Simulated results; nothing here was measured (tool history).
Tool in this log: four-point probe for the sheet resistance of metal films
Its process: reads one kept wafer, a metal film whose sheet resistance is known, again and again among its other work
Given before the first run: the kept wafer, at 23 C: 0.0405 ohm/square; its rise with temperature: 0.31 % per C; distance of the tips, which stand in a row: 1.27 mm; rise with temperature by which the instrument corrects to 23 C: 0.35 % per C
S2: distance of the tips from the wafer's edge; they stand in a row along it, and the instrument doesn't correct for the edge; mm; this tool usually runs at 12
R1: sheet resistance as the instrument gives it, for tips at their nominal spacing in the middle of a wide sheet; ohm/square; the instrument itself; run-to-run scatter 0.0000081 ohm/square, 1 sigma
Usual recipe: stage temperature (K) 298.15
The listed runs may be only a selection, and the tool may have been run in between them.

{"run": 1, "hour": 0.0, "stage temperature (K)": 298.15, "S2": 12, "R1": 0.040644}
{"run": 2, "hour": 70.4, "stage temperature (K)": 298.15, "S2": 12, "R1": 0.040651}
{"run": 3, "hour": 128.5, "stage temperature (K)": 298.15, "S2": 12, "R1": 0.040654}
{"run": 4, "hour": 176.7, "stage temperature (K)": 298.15, "S2": 12, "R1": 0.040653}
{"run": 5, "hour": 224.0, "stage temperature (K)": 298.15, "S2": 12, "R1": 0.040658}
{"run": 6, "hour": 279.1, "stage temperature (K)": 298.15, "S2": 39, "R1": 0.040451}
{"run": 7, "hour": 363.6, "stage temperature (K)": 298.15, "S2": 39, "R1": 0.040453}
{"run": 8, "hour": 448.7, "stage temperature (K)": 298.15, "S2": 39, "R1": 0.040447}
{"run": 9, "hour": 529.0, "stage temperature (K)": 298.15, "S2": 39, "R1": 0.040469}
{"run": 10, "hour": 610.5, "stage temperature (K)": 300.15, "S2": 12, "R1": 0.040675}
{"run": 11, "hour": 672.7, "stage temperature (K)": 300.15, "S2": 12, "R1": 0.040678}
{"run": 12, "hour": 759.1, "stage temperature (K)": 300.15, "S2": 12, "R1": 0.040675}
{"run": 13, "hour": 813.1, "stage temperature (K)": 300.15, "S2": 12, "R1": 0.040699}
{"run": 14, "hour": 884.2, "stage temperature (K)": 298.15, "S2": 12, "R1": 0.04071}
{"run": 15, "hour": 937.7, "stage temperature (K)": 298.15, "S2": 12, "R1": 0.04072}
{"run": 16, "hour": 1011.2, "stage temperature (K)": 298.15, "S2": 12, "R1": 0.040724}
{"run": 17, "hour": 1049.2, "stage temperature (K)": 298.15, "S2": 12, "R1": 0.040724}
{"run": 18, "hour": 1115.4, "stage temperature (K)": 298.15, "S2": 12, "R1": 0.040733}
{"run": 19, "hour": 1194.8, "stage temperature (K)": 293.15, "S2": 12, "R1": 0.0408}
{"run": 20, "hour": 1280.8, "stage temperature (K)": 293.15, "S2": 12, "R1": 0.04081}
{"run": 21, "hour": 1320.4, "stage temperature (K)": 293.15, "S2": 12, "R1": 0.040847}
{"run": 22, "hour": 1404.7, "stage temperature (K)": 298.15, "S2": 37, "R1": 0.040548}
{"run": 23, "hour": 1458.2, "stage temperature (K)": 301.15, "S2": 4, "R1": 0.04256}
{"run": 24, "hour": 1536.9, "stage temperature (K)": 301.15, "S2": 4, "R1": 0.04256}
{"run": 25, "hour": 1603.2, "stage temperature (K)": 295.15, "S2": 3, "R1": 0.044115}
{"run": 26, "hour": 1643.3, "stage temperature (K)": 292.15, "S2": 24, "R1": 0.040675}
{"hour": 1649.4, "done": "stage's thermometer calibrated"}
{"run": 27, "hour": 1732.2, "stage temperature (K)": 299.15, "S2": 24, "R1": 0.040543}
{"run": 28, "hour": 1781.2, "stage temperature (K)": 299.15, "S2": 24, "R1": 0.040561}
{"run": 29, "hour": 1863.6, "stage temperature (K)": 299.15, "S2": 24, "R1": 0.040561}
{"run": 30, "hour": 1942.8, "stage temperature (K)": 299.15, "S2": 24, "R1": 0.040561}
{"run": 31, "hour": 1980.1, "stage temperature (K)": 295.15, "S2": 5, "R1": 0.041926}
{"run": 32, "hour": 2018.6, "stage temperature (K)": 296.15, "S2": 28, "R1": 0.040605}
{"run": 33, "hour": 2079.1, "stage temperature (K)": 295.15, "S2": 21, "R1": 0.040653}
{"run": 34, "hour": 2155.9, "stage temperature (K)": 295.15, "S2": 4, "R1": 0.042652}
{"hour": 2170.8, "done": "stage's thermometer calibrated, once more"}
{"run": 35, "hour": 2224.0, "stage temperature (K)": 295.15, "S2": 4, "R1": 0.042811}
{"run": 36, "hour": 2291.3, "stage temperature (K)": 292.15, "S2": 74, "R1": 0.04077}
{"run": 37, "hour": 2340.6, "stage temperature (K)": 292.15, "S2": 74, "R1": 0.040762}
{"run": 38, "hour": 2426.5, "stage temperature (K)": 293.15, "S2": 7, "R1": 0.041478}
{"run": 39, "hour": 2504.9, "stage temperature (K)": 298.15, "S2": 3, "R1": 0.044239}
{"run": 40, "hour": 2542.9, "stage temperature (K)": 294.15, "S2": 17, "R1": 0.040888}
{"run": 41, "hour": 2581.1, "stage temperature (K)": 298.15, "S2": 13, "R1": 0.04092}
{"run": 42, "hour": 2640.8, "stage temperature (K)": 308.15, "S2": 3, "R1": 0.04413}

5 ways to go on from here, each from the tool as it stands after run 42. What would each give?
{"run": "A", "hour": 2693.9, "stage temperature (K)": 307.15, "S2": 7, "R1": "?"}
{"run": "B", "hour": 2693.9, "stage temperature (K)": 308.15, "S2": 6, "R1": "?"}
{"run": "C", "hour": 2693.9, "stage temperature (K)": 308.15, "S2": 47, "R1": "?"}
{"run": "D", "hour": 2693.9, "stage temperature (K)": 298.15, "S2": 12, "R1": "?"}
{"run": "E", "hour": 2693.9, "stage temperature (K)": 298.15, "S2": 16, "R1": "?"}

run=A R1=0.041306
run=B R1=0.041559
run=C R1=0.040601
run=D R1=0.040965
run=E R1=0.040874
With no hidden state in the tool, these same runs would have given:
run=A R1=0.041054
run=B R1=0.041305
run=C R1=0.040353
run=D R1=0.040715
run=E R1=0.040624
